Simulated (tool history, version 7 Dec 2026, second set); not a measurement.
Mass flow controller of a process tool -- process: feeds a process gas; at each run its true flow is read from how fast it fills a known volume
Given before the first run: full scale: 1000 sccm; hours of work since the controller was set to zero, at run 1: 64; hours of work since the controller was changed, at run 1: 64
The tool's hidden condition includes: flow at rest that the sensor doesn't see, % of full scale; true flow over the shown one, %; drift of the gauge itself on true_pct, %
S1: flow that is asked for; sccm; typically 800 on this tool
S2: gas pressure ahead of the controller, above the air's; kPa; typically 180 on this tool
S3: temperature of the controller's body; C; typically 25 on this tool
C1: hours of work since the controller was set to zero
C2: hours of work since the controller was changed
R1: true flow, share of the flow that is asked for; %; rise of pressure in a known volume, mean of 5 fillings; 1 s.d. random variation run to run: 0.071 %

run     day   S1   S2  S3    C1    C2     R1
  1       0  800  180  25    64    64  99.73
  2   2.325  800  180  25    96    96  99.67
  3   4.892  800  180  25   131   131  99.67
  4   7.808  800  180  25   171   171   99.5
  5   9.938  800  180  25   200   200  99.33
  6  12.712  800  180  25   237   237   99.3
  7    15.4  800  180  25   274   274  99.25
  8  18.633  800  180  25   318   318  99.08
  9  20.938  800  180  25   349   349  99.03
 10  24.779  800  180  25   402   402  98.97
 11  27.379  800  180  25   437   437  98.81
 12  29.658  800  180  25   468   468  98.93
 13  33.096  800  180  25   515   515  98.82
 14  35.117  800  180  25   542   542   98.8
 15  39.062  291  180  25   596   596  98.15
 16  41.567  482  213  28   630   630  98.81
 17   45.45  482  213  28   683   683  98.62
 18  48.425  482  280  26   723   723  98.97
 19  51.871  800  182  24   770   770   98.2
 20  53.925  800  224  23   798   798  98.28
 21  56.512  800  224  23   834   834  98.07
 22   59.75  800  224  23   878   878  98.19
 23  62.892  142  161  30   920   920  97.94
 24  65.721  142  161  30   959   959  97.84
 25  68.775  142  161  30  1000  1000  97.59
 26    71.7  182  203  34  1040  1040  98.44
 27  74.438  404  237  34  1078  1078  98.75
 28  76.125  800  180  24  1101  1101  97.54
 29  78.162  370  180  34  1128  1128   98.1
 30  80.129  402  208  33  1155  1155  98.28

Forecast each of these 3 alternatives for the next run:
  A  81.912  305  212  33  1179  1179   ?
  B  81.912  136  202  27  1179  1179   ?
  C  81.912  800  232  21  1179  1179   ?

run     R1
  A  98.12
  B  97.22
  C  97.46
What these runs would have given with no unlogged condition in the tool:
run      R1
  A  100.39
  B   99.46
  C   99.71

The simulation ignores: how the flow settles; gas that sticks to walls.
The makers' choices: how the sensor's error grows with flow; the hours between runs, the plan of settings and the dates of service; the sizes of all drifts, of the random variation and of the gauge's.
